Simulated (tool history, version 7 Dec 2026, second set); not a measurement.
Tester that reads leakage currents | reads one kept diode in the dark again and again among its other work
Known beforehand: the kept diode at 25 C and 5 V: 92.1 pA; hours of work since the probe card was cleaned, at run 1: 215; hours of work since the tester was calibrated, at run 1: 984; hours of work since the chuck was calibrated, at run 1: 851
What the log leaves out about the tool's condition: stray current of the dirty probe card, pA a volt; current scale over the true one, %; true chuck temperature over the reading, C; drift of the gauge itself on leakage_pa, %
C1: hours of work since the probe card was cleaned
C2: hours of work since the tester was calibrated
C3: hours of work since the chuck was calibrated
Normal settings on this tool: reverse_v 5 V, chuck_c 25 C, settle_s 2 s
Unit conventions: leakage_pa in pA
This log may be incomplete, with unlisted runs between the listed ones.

run 1 hour=0 | reverse_v=5 chuck_c=25 settle_s=2 | C1=215 C2=984 C3=851 | leakage_pa=95.87
run 2 hour=21.2 | reverse_v=5 chuck_c=25 settle_s=0.4 | C1=225 C2=994 C3=861 | leakage_pa=97.99
run 3 hour=42 | reverse_v=5 chuck_c=25 settle_s=6.41 | C1=235 C2=1003 C3=871 | leakage_pa=95
run 4 hour=71.5 | reverse_v=5 chuck_c=25 settle_s=1.87 | C1=248 C2=1017 C3=884 | leakage_pa=95.1
run 5 hour=98.1 | reverse_v=5 chuck_c=25 settle_s=2 | C1=260 C2=1029 C3=896 | leakage_pa=95.97
run 6 hour=144.4 | reverse_v=5 chuck_c=25 settle_s=2 | C1=282 C2=1050 C3=918 | leakage_pa=96.23
run 7 hour=182 | reverse_v=5 chuck_c=25 settle_s=2 | C1=299 C2=1068 C3=935 | leakage_pa=96.22
run 8 hour=204.8 | reverse_v=5 chuck_c=25 settle_s=2 | C1=310 C2=1078 C3=945 | leakage_pa=95.99
run 9 hour=230 | reverse_v=5 chuck_c=25 settle_s=2 | C1=321 C2=1090 C3=957 | leakage_pa=95.98
run 10 hour=277.8 | reverse_v=5 chuck_c=25 settle_s=2 | C1=343 C2=1112 C3=979 | leakage_pa=96
run 11 hour=317.2 | reverse_v=5 chuck_c=25 settle_s=2 | C1=361 C2=1130 C3=997 | leakage_pa=96.26
run 12 hour=343.7 | reverse_v=5 chuck_c=55 settle_s=2 | C1=373 C2=1142 C3=1009 | leakage_pa=921.52
run 13 hour=367.2 | reverse_v=5 chuck_c=21 settle_s=2 | C1=384 C2=1153 C3=1020 | leakage_pa=69.13
run 14 hour=411.9 | reverse_v=2.95 chuck_c=33 settle_s=0.68 | C1=405 C2=1173 C3=1041 | leakage_pa=136.8
run 15 hour=452 | reverse_v=2.95 chuck_c=33 settle_s=0.68 | C1=423 C2=1192 C3=1059 | leakage_pa=136.03
run 16 hour=492.3 | reverse_v=2.51 chuck_c=25 settle_s=0.97 | C1=442 C2=1210 C3=1078 | leakage_pa=65.37
-- hour=498.5 chuck's temperature calibrated
run 17 hour=527.2 | reverse_v=1.1 chuck_c=25 settle_s=2.94 | C1=457 C2=1225 C3=13 | leakage_pa=41.13
run 18 hour=557.6 | reverse_v=2.31 chuck_c=25 settle_s=2.94 | C1=471 C2=1239 C3=27 | leakage_pa=62.58
run 19 hour=578.8 | reverse_v=2.31 chuck_c=51 settle_s=2.37 | C1=481 C2=1249 C3=37 | leakage_pa=453.28
run 20 hour=604 | reverse_v=2.31 chuck_c=51 settle_s=2.37 | C1=492 C2=1261 C3=49 | leakage_pa=454.12
run 21 hour=629.7 | reverse_v=12.42 chuck_c=46 settle_s=2.18 | C1=504 C2=1272 C3=60 | leakage_pa=829.38
run 22 hour=666.4 | reverse_v=8.34 chuck_c=25 settle_s=4.09 | C1=521 C2=1289 C3=77 | leakage_pa=130.42
-- hour=710.9 chuck's temperature calibrated, once more
run 23 hour=718.4 | reverse_v=1.62 chuck_c=20 settle_s=0.72 | C1=544 C2=1312 C3=3 | leakage_pa=32.76
run 24 hour=740.2 | reverse_v=12.49 chuck_c=25 settle_s=1.16 | C1=554 C2=1322 C3=13 | leakage_pa=161.15
run 25 hour=781.9 | reverse_v=9.92 chuck_c=25 settle_s=0.73 | C1=573 C2=1342 C3=33 | leakage_pa=142.28

Hidden condition of the tool, last listed run before each entry between runs versus first listed run after:
Between runs 16 and 17: chuck's temperature calibrated (hour 498.5)
  stray current of the dirty probe card, pA a volt: 0.281 -> 0.29; true chuck temperature over the reading, C: 0.37 -> 0.46
  measured value less the no-hidden-state value, leakage_pa: +2.36 -> +1.67 pA
Between runs 22 and 23: chuck's temperature calibrated, once more (hour 710.9)
  stray current of the dirty probe card, pA a volt: 0.327 -> 0.339; true chuck temperature over the reading, C: 0.48 -> -0.03
  measured value less the no-hidden-state value, leakage_pa: +7.04 -> +0.28 pA
